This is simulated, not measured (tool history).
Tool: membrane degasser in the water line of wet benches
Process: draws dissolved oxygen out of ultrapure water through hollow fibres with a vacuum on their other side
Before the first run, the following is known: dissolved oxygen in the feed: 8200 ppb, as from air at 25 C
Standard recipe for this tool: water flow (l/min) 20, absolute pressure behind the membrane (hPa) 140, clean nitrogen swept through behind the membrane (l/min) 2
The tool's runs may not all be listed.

run,hour,water flow (l/min),absolute pressure behind the membrane (hPa),clean nitrogen swept through behind the membrane (l/min),dissolved oxygen in the water behind the degasser (ppb),pressure that the water loses in the fibres (hPa)
1,0,20,140,2,250.8,336.1
# hour 53.2: vacuum gauge calibrated
2,314.3,20,140,2,249.7,337.5
3,465.8,20,133,2,234.4,336.8
4,741.9,20,140,4.07,129.2,332.3
5,1050.9,23,140,2,283.7,385.5
6,1397.3,23,140,2,282.8,388.6
7,1651.5,20,140,2,246.8,333.8
8,2014.9,20,140,2,245.6,334.5
9,2327.3,20,140,2,245.7,334.1
10,2540.2,28,140,2,340.7,473.2
11,2762.2,20,140,2,244.9,334.3
# hour 2891.2: seals of the vacuum lines changed
12,2921.9,15,140,2,186,251.5
# hour 2999.8: gauge calibrated
13,3082.9,15,140,2,190.1,250.2
14,3276.9,20,140,2,248.5,336.9
15,3530.4,20,140,2,249.9,332.5
16,3708.9,26,140,2,321.1,432
17,4054,26,140,4.88,145.3,433.7
18,4237.5,27,216,4.37,272.5,454
19,4480.6,27,145,2.23,317.7,450.8
20,4743.7,27,121,1.41,372.3,452.6
21,5055.2,20,140,2.13,233.5,335.3
22,5332.3,17,99,2.07,128.1,287.9

What will run 23 give?
23,5528.8,17,308,3.62,?,?

{"run 23": {"dissolved oxygen in the water behind the degasser (ppb)": 302.5, "pressure that the water loses in the fibres (hPa)": 285.9}}
If the tool had no hidden condition, the same run with the same run-to-run variation would have returned dissolved oxygen in the water behind the degasser (ppb) 308.5, pressure that the water loses in the fibres (hPa) 285.7.

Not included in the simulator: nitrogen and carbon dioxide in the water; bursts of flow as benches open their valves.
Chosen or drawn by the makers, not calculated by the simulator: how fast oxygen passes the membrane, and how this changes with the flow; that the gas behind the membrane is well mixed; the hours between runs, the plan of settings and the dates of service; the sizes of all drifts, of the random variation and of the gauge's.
